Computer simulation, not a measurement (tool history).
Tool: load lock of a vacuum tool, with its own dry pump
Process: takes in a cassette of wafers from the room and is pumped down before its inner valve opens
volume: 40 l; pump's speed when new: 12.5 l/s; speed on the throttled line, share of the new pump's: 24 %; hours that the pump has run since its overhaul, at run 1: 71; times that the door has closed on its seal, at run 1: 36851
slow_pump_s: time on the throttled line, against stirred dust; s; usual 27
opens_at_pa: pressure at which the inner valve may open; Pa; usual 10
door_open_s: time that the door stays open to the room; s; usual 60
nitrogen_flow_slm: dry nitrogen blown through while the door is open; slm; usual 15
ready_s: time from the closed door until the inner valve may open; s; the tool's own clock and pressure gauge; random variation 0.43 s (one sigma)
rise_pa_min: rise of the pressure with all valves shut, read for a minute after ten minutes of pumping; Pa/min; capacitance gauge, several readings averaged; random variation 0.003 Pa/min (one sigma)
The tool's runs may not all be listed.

| run | hour | slow_pump_s | opens_at_pa | door_open_s | nitrogen_flow_slm | hours that the pump has run since its overhaul | times that the door has closed on its seal | incoming humidity of the room's air, % | ready_s | rise_pa_min |
|---|---|---|---|---|---|---|---|---|---|---|
| 1 | 0 | 27 | 10 | 60 | 15 | 71 | 36851 | 45.3 | 50.9 | 0.266 |
| 2 | 150.6 | 27 | 10 | 60 | 15 | 221 | 37444 | 41.6 | 51 | 0.266 |
| 3 | 288.7 | 27 | 10 | 60 | 15 | 359 | 37988 | 47.1 | 51.5 | 0.276 |
| 4 | 383.6 | 27 | 10 | 60 | 15 | 454 | 38362 | 43.4 | 50.6 | 0.272 |
| 5 | 484.1 | 27 | 10 | 60 | 15 | 555 | 38758 | 44.6 | 49.9 | 0.279 |
| 6 | 658.5 | 27 | 10 | 80 | 29 | 729 | 39445 | 43.5 | 51.3 | 0.283 |
| 7 | 744.9 | 27 | 10 | 60 | 15 | 816 | 39785 | 41.4 | 50.7 | 0.283 |
| 8 | 929 | 27 | 10 | 60 | 15 | 1000 | 40510 | 45.7 | 51 | 0.295 |
| 9 | 1044.6 | 27 | 10 | 77 | 16 | 1115 | 40965 | 44.4 | 51.1 | 0.308 |
| 10 | 1226.3 | 27 | 10 | 77 | 16 | 1297 | 41681 | 44.1 | 51.4 | 0.319 |

The same runs without the tool's hidden state, with the same run-to-run variation:
The hidden state here: pump's speed, % of a new pump's; leak at the door's seal, Pa l/s; drift of the gauge itself on ready_s, %; drift of the gauge itself on rise_pa_min, %.
| run | ready_s | rise_pa_min |
|---|---|---|
| 1 | 50.6 | 0.039 |
| 2 | 50.6 | 0.038 |
| 3 | 51.2 | 0.04 |
| 4 | 50.2 | 0.034 |
| 5 | 49.4 | 0.039 |
| 6 | 50.8 | 0.036 |
| 7 | 50.2 | 0.034 |
| 8 | 50.5 | 0.04 |
| 9 | 50.5 | 0.042 |
| 10 | 50.7 | 0.046 |

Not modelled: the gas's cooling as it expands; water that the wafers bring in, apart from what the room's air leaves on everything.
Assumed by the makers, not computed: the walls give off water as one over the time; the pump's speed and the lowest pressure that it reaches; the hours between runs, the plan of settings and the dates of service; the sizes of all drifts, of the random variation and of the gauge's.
